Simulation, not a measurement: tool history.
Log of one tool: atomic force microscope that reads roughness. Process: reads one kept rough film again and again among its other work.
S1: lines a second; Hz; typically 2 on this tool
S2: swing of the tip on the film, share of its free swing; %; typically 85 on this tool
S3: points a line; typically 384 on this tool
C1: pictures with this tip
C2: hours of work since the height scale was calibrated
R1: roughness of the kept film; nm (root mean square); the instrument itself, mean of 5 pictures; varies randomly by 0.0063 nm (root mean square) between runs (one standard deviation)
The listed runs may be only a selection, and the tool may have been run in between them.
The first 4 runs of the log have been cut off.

run     day    S1  S2   S3   C1   C2     R1
  5   3.379     2  74  384  137  482  1.246
  6   4.342     2  74  384  173  492  1.244
  7   5.342     2  74  384  210  503  1.223
  8   5.958     2  74  384  233  510   1.22
  9   6.679     2  74  384  260  518  1.236
 10   7.429     2  85  384  288  526   1.15
      7.604  -- new tip fitted
 11   8.454     2  85  384   32  536   1.21
 12   9.425     2  85  384   68  547  1.212
 13    10.1     2  85  384   93  554  1.208
 14  11.125     2  85  384  131  565  1.188
 15  12.071     2  85  384  166  575  1.189
 16  13.138     2  85  384  206  587  1.175
 17  14.104     2  85  384  242  597   1.17
 18  14.933     2  85  384  273  606  1.157
     15.579  -- new tip fitted
 19  15.733     2  85  384    5  614  1.221
 20  16.671     2  85  384   40  624  1.215
 21  17.492     2  85  384   71  633  1.212
 22  18.388     2  85  384  104  643  1.201
 23  19.208     2  85  384  135  652  1.199
 24  19.942     2  85  384  162  659  1.186
 25  20.733   0.7  75  472  192  668   1.29
 26  21.642   0.7  75  472  226  678  1.286
 27  22.658  0.83  79  677  264  689  1.272
     22.758  -- height scale calibrated on a step standard
     23.575  -- new tip fitted
 28  23.662  0.95  65  555    4   10  1.376
 29  24.679  1.57  65  848   42   20  1.332

Forecast run 30:
     25.433  -- height scale calibrated on a step standard, once more
 30  25.683   2  85  326  77   3   ?

{"run 30": {"R1": 1.195}}
Were there no unlogged condition in the tool, this run, its random variation unchanged, would have produced R1 1.217 nm (root mean square).

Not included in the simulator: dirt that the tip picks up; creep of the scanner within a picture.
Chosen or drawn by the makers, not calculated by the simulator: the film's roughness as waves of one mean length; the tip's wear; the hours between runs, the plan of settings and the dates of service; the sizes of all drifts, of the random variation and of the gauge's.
